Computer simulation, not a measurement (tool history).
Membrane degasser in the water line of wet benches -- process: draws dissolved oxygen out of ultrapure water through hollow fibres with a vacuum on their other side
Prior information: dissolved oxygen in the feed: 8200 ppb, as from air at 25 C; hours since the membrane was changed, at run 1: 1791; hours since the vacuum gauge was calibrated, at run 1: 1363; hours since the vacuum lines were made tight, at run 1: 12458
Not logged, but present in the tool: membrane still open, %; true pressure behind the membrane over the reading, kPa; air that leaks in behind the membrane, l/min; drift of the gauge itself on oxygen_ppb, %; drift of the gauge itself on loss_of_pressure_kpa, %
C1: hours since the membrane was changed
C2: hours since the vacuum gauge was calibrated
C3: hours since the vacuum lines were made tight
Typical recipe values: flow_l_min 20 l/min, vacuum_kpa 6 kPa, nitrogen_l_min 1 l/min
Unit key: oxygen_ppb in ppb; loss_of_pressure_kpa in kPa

Run 1, hour 0: usual settings; C1 1791; C2 1363; C3 12458. Result: oxygen_ppb 173.8 ppb, loss_of_pressure_kpa 53.67 kPa.
Run 2, hour 24.4: usual settings; C1 1815; C2 1388; C3 12482. Result: oxygen_ppb 173.6 ppb, loss_of_pressure_kpa 54.02 kPa.
Run 3, hour 48.6: usual settings; C1 1840; C2 1412; C3 12507. Result: oxygen_ppb 176.2 ppb, loss_of_pressure_kpa 53.78 kPa.
Run 4, hour 67.8: usual settings but nitrogen_l_min 1.04 l/min; C1 1859; C2 1431; C3 12526. Result: oxygen_ppb 169.7 ppb, loss_of_pressure_kpa 53.62 kPa.
Run 5, hour 93.5: usual settings but nitrogen_l_min 1.04 l/min; C1 1884; C2 1457; C3 12551. Result: oxygen_ppb 169.5 ppb, loss_of_pressure_kpa 53.97 kPa.
Run 6, hour 120.2: usual settings but nitrogen_l_min 1.04 l/min; C1 1911; C2 1483; C3 12578. Result: oxygen_ppb 171.3 ppb, loss_of_pressure_kpa 53.91 kPa.
Run 7, hour 151.8: usual settings but flow_l_min 21 l/min; C1 1943; C2 1515; C3 12610. Result: oxygen_ppb 187.8 ppb, loss_of_pressure_kpa 56.65 kPa.
Run 8, hour 177: usual settings but flow_l_min 21 l/min, nitrogen_l_min 1.97 l/min; C1 1968; C2 1540; C3 12635. Result: oxygen_ppb 126.9 ppb, loss_of_pressure_kpa 56.58 kPa.
Run 9, hour 218: usual settings; C1 2009; C2 1581; C3 12676. Result: oxygen_ppb 175 ppb, loss_of_pressure_kpa 53.7 kPa.
Run 10, hour 247.6: usual settings; C1 2039; C2 1611; C3 12706. Result: oxygen_ppb 175.7 ppb, loss_of_pressure_kpa 54.2 kPa.
Run 11, hour 283.7: usual settings; C1 2075; C2 1647; C3 12742. Result: oxygen_ppb 173.7 ppb, loss_of_pressure_kpa 54.18 kPa.
Run 12, hour 313.4: usual settings; C1 2104; C2 1677; C3 12771. Result: oxygen_ppb 175.9 ppb, loss_of_pressure_kpa 53.75 kPa.
Run 13, hour 336.3: usual settings; C1 2127; C2 1699; C3 12794. Result: oxygen_ppb 171.7 ppb, loss_of_pressure_kpa 53.94 kPa.
Run 14, hour 357.4: usual settings but vacuum_kpa 13.33 kPa; C1 2148; C2 1720; C3 12815. Result: oxygen_ppb 474.2 ppb, loss_of_pressure_kpa 54.34 kPa.
Run 15, hour 381.4: usual settings but vacuum_kpa 4.2 kPa; C1 2172; C2 1745; C3 12839. Result: oxygen_ppb 95.9 ppb, loss_of_pressure_kpa 53.77 kPa.
Run 16, hour 412.8: usual settings but vacuum_kpa 4.2 kPa; C1 2204; C2 1776; C3 12871. Result: oxygen_ppb 96.4 ppb, loss_of_pressure_kpa 54.08 kPa.
Run 17, hour 435: usual settings but vacuum_kpa 4.2 kPa; C1 2226; C2 1798; C3 12893. Result: oxygen_ppb 97.1 ppb, loss_of_pressure_kpa 53.67 kPa.
At hour 439.1: vacuum gauge calibrated.
At hour 445.4: seals of the vacuum lines changed.
Run 18, hour 470.9: usual settings but vacuum_kpa 4.2 kPa; C1 2259; C2 30; C3 26. Result: oxygen_ppb 95.3 ppb, loss_of_pressure_kpa 54.01 kPa.
Run 19, hour 499.6: usual settings but vacuum_kpa 4.13 kPa, nitrogen_l_min 0.59 l/min; C1 2288; C2 58; C3 54. Result: oxygen_ppb 117.6 ppb, loss_of_pressure_kpa 54.04 kPa.
Run 20, hour 534.2: usual settings but vacuum_kpa 4.13 kPa, nitrogen_l_min 0.59 l/min; C1 2323; C2 93; C3 89. Result: oxygen_ppb 115.7 ppb, loss_of_pressure_kpa 54.4 kPa.
Run 21, hour 558.9: usual settings but vacuum_kpa 4.13 kPa, nitrogen_l_min 0.59 l/min; C1 2347; C2 118; C3 114. Result: oxygen_ppb 116.7 ppb, loss_of_pressure_kpa 53.72 kPa.
At hour 567.6: vacuum gauge calibrated, once more.
Run 22, hour 592.1: usual settings but vacuum_kpa 4.13 kPa, nitrogen_l_min 0.59 l/min; C1 2380; C2 25; C3 146. Result: oxygen_ppb 118.1 ppb, loss_of_pressure_kpa 53.44 kPa.
Run 23, hour 618.5: usual settings but flow_l_min 26 l/min; C1 2407; C2 51; C3 173. Result: oxygen_ppb 244.7 ppb, loss_of_pressure_kpa 70.28 kPa.
Run 24, hour 662.1: usual settings but flow_l_min 26 l/min; C1 2450; C2 94; C3 216. Result: oxygen_ppb 239.8 ppb, loss_of_pressure_kpa 70.68 kPa.
Run 25, hour 700.5: usual settings but flow_l_min 26 l/min; C1 2489; C2 133; C3 255. Result: oxygen_ppb 242.5 ppb, loss_of_pressure_kpa 69.84 kPa.
Run 26, hour 723: usual settings but flow_l_min 26 l/min; C1 2511; C2 155; C3 277. Result: oxygen_ppb 242.3 ppb, loss_of_pressure_kpa 70.34 kPa.
Run 27, hour 766.7: usual settings but flow_l_min 19 l/min, vacuum_kpa 7.6 kPa, nitrogen_l_min 0.51 l/min; C1 2555; C2 199; C3 321. Result: oxygen_ppb 368.3 ppb, loss_of_pressure_kpa 51.21 kPa.
Run 28, hour 809.1: usual settings but flow_l_min 19 l/min, vacuum_kpa 7.6 kPa, nitrogen_l_min 0.51 l/min; C1 2597; C2 242; C3 363. Result: oxygen_ppb 370.5 ppb, loss_of_pressure_kpa 50.89 kPa.
Run 29, hour 841.5: usual settings but flow_l_min 15 l/min, vacuum_kpa 7.6 kPa, nitrogen_l_min 0.51 l/min; C1 2629; C2 274; C3 396. Result: oxygen_ppb 296 ppb, loss_of_pressure_kpa 40.21 kPa.
Run 30, hour 866.9: usual settings but flow_l_min 19 l/min, vacuum_kpa 4.56 kPa, nitrogen_l_min 2.45 l/min; C1 2655; C2 299; C3 421. Result: oxygen_ppb 73.2 ppb, loss_of_pressure_kpa 51.32 kPa.
Run 31, hour 899.3: usual settings but flow_l_min 19 l/min, vacuum_kpa 4.56 kPa, nitrogen_l_min 2.45 l/min; C1 2687; C2 332; C3 453. Result: oxygen_ppb 73.6 ppb, loss_of_pressure_kpa 51.45 kPa.
Run 32, hour 925.1: usual settings but flow_l_min 21 l/min, vacuum_kpa 5.01 kPa; C1 2713; C2 357; C3 479. Result: oxygen_ppb 141.7 ppb, loss_of_pressure_kpa 56.88 kPa.

Results for each run, recomputed without the tool's hidden state and with each run's random variation untouched:
run  oxygen_ppb  loss_of_pressure_kpa
  1       170.3                 53.18
  2         170                 53.52
  3       172.5                 53.28
  4         166                 53.11
  5       165.7                 53.45
  6       167.4                 53.39
  7       183.7                 56.09
  8       122.9                 56.01
  9       170.9                 53.15
 10       171.5                 53.64
 11       169.5                 53.61
 12       171.6                 53.17
 13       167.4                 53.35
 14       465.5                 53.74
 15        92.4                 53.17
 16        92.8                 53.48
 17        93.5                 53.06
 18        92.1                 53.39
 19       114.3                 53.41
 20       112.3                 53.77
 21       113.2                 53.08
 22       111.7                 52.79
 23       237.2                 69.42
 24       232.3                  69.8
 25       234.9                 68.96
 26       234.6                 69.45
 27       361.5                 50.54
 28       363.6                 50.22
 29       290.4                 39.67
 30        68.9                 50.62
 31        69.2                 50.74
 32       135.2                  56.1

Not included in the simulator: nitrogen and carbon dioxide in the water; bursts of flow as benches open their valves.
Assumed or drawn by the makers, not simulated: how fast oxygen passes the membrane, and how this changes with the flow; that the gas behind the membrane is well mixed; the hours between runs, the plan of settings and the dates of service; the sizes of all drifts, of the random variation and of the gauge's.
